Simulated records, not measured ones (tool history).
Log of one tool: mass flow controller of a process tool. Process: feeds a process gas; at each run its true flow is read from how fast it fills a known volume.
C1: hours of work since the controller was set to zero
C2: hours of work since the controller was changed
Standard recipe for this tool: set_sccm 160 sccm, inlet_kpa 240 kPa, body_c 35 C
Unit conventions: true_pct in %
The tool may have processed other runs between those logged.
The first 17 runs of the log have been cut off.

run 18 day=131.229 | set_sccm=38 inlet_kpa=240 body_c=35 | C1=2622 C2=2622 | true_pct=95.08
run 19 day=136.2 | set_sccm=38 inlet_kpa=240 body_c=35 | C1=2688 C2=2688 | true_pct=94.92
run 20 day=145.438 | set_sccm=115 inlet_kpa=149 body_c=30 | C1=2809 C2=2809 | true_pct=97.62
run 21 day=152.704 | set_sccm=160 inlet_kpa=201 body_c=22 | C1=2904 C2=2904 | true_pct=99.15
run 22 day=162.367 | set_sccm=20 inlet_kpa=166 body_c=23 | C1=3031 C2=3031 | true_pct=93.41
run 23 day=169.629 | set_sccm=20 inlet_kpa=166 body_c=23 | C1=3126 C2=3126 | true_pct=93.33
run 24 day=178.942 | set_sccm=25 inlet_kpa=204 body_c=36 | C1=3248 C2=3248 | true_pct=92.66
run 25 day=184.229 | set_sccm=114 inlet_kpa=240 body_c=33 | C1=3318 C2=3318 | true_pct=97.11
run 26 day=194.95 | set_sccm=114 inlet_kpa=240 body_c=33 | C1=3459 C2=3459 | true_pct=97.01
run 27 day=205.242 | set_sccm=198 inlet_kpa=241 body_c=27 | C1=3594 C2=3594 | true_pct=98.75

What does the tool deliver on the next run?
run 28 day=212.875 | set_sccm=198 inlet_kpa=241 body_c=27 | C1=3694 C2=3694 | true_pct=?

{"run 28": {"true_pct": 98.8}}
Had the tool carried no hidden state, the very same run would have given true_pct 99.91 %.
